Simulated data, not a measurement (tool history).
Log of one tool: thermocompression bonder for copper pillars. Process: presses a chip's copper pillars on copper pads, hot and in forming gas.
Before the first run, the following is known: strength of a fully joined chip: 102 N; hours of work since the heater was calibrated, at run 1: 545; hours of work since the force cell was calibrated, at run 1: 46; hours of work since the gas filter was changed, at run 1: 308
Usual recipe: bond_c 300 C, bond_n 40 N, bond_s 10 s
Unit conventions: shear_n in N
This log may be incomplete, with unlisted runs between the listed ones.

run    hour  bond_c  bond_n  bond_s  hours of work since the heater was calibrated  hours of work since the force cell was calibrated  hours of work since the gas filter was changed  shear_n
  1     0.0     300      40      10                                            545                                                 46                                             308     62.5
       26.2  -- forming gas filter changed
  2    41.6     300      40      10                                            563                                                 64                                               7     69.4
  3    73.8     300      40      10                                            577                                                 78                                              21     68.7
  4   114.0     300      40      10                                            594                                                 95                                              38     69.0
  5   141.2     300      40      10                                            606                                                107                                              50     68.4
  6   181.5     328      40      10                                            624                                                125                                              68     82.2
  7   205.7     328      40      10                                            634                                                135                                              78     79.7
  8   243.6     300      40      10                                            651                                                152                                              95     67.8
  9   265.5     300      51      10                                            660                                                161                                             104     76.4
 10   309.1     300      40      13                                            679                                                180                                             123     70.0
 11   331.5     300      40      13                                            689                                                190                                             133     70.6
      352.5  -- heater calibrated with a thermocouple chip
 12   365.8     300      40      13                                              6                                                204                                             147     75.9
 13   405.9     300      40      13                                             23                                                221                                             164     75.0
 14   439.0     300      40      13                                             38                                                236                                             179     75.8
 15   480.2     300      40       7                                             56                                                254                                             197     63.9
 16   519.4     300      40       7                                             73                                                271                                             214     63.1
 17   561.4     296      40       7                                             91                                                289                                             232     60.4
 18   588.2     300      40      10                                            103                                                301                                             244     67.5
 19   614.5     300      40      11                                            114                                                312                                             255     67.4
 20   637.3     300      40      11                                            124                                                322                                             265     70.6
 21   676.9     300      44      11                                            141                                                339                                             282     72.7
 22   717.6     309      44      11                                            159                                                357                                             300     74.8
 23   743.9     309      44      11                                            170                                                368                                             311     75.7
      761.9  -- forming gas filter changed
 24   783.6     276      26      11                                            187                                                385                                               9     42.9
 25   807.5     322      57      10                                            198                                                396                                              20     95.1
 26   851.0     322      57      10                                            217                                                415                                              39     93.2
 27   876.5     282      40      13                                            228                                                426                                              50     67.3
 28   908.4     294      32      28                                            242                                                440                                              64     75.0
 29   929.5     286      30      27                                            251                                                449                                              73     67.7
 30   957.5     317      45      27                                            263                                                461                                              85     94.1
 31   979.3     326      27       7                                            272                                                470                                              95     56.7
 32  1024.3     326      27       7                                            292                                                490                                             114     57.1
 33  1046.6     306      27      14                                            302                                                500                                             124     61.4
 34  1070.9     308      36      14                                            312                                                510                                             134     73.4
 35  1091.6     305      40       7                                            321                                                519                                             143     64.0
 36  1119.1     283      40      28                                            333                                                531                                             155     77.3
 37  1138.6     283      40      28                                            342                                                540                                             164     76.7
 38  1167.1     329      28      11                                            354                                                552                                             176     67.9
 39  1192.3     329      28      11                                            365                                                563                                             187     66.8
 40  1221.6     329      39      11                                            378                                                576                                             200     79.3

Below are 3 alternative next runs, each starting from the tool's condition after run 40. Predict each:
  A  1242.6     300      40      27                                            387                                                585                                             209        ?
  B  1242.6     329      40       7                                            387                                                585                                             209        ?
  C  1242.6     329      47      11                                            387                                                585                                             209        ?

run  shear_n
  A     81.2
  B     75.1
  C     86.2
With the hidden condition removed and each run's random variation left untouched, the same runs would have given:
run  shear_n
  A     87.6
  B     81.0
  C     92.5
